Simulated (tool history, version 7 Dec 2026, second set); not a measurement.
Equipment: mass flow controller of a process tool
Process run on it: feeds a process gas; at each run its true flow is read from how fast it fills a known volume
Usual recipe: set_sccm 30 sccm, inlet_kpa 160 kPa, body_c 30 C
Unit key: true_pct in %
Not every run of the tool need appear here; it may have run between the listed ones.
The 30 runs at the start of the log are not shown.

run,hour,set_sccm,inlet_kpa,body_c,hours of work since the controller was set to zero,hours of work since the controller was changed,true_pct
31,7969.7,46,160,30,498,7218,99.59
32,8308.9,8,160,26,613,7334,98.27
33,8564.8,8,160,26,700,7421,98.32
34,8901.6,30,279,30,814,7535,98.67
35,9168.0,5,231,28,905,7626,97.57
36,9492.7,30,147,29,1015,7736,99.25
37,9844.5,45,160,28,1135,7856,99.28
38,10066.4,9,230,39,1210,7931,99.12
39,10416.6,16,238,29,1329,8050,98.34
40,10742.1,50,160,30,1440,8161,99.53
41,10962.9,34,239,30,1515,8236,98.82
42,11132.9,9,162,36,1573,8294,98.97
43,11483.9,49,180,30,1692,8413,99.37
44,11766.6,49,180,24,1788,8509,98.75
45,12061.3,17,265,24,1888,8609,97.45
46,12286.5,30,261,30,1965,8686,98.54
47,12595.6,37,174,30,2070,8791,99.27
48,12747.9,37,174,30,2122,8843,99.03

Below are 4 alternative next runs, each starting from the tool's condition after run 48. Predict each:
A,13078.0,46,172,30,2234,8955,?
B,13078.0,15,160,30,2234,8955,?
C,13078.0,8,174,30,2234,8955,?
D,13078.0,34,174,39,2234,8955,?

run,true_pct
A,99.20
B,98.42
C,97.61
D,100.16
Without the tool's hidden state the same runs would have given:
run,true_pct
A,100.61
B,100.27
C,100.06
D,101.64

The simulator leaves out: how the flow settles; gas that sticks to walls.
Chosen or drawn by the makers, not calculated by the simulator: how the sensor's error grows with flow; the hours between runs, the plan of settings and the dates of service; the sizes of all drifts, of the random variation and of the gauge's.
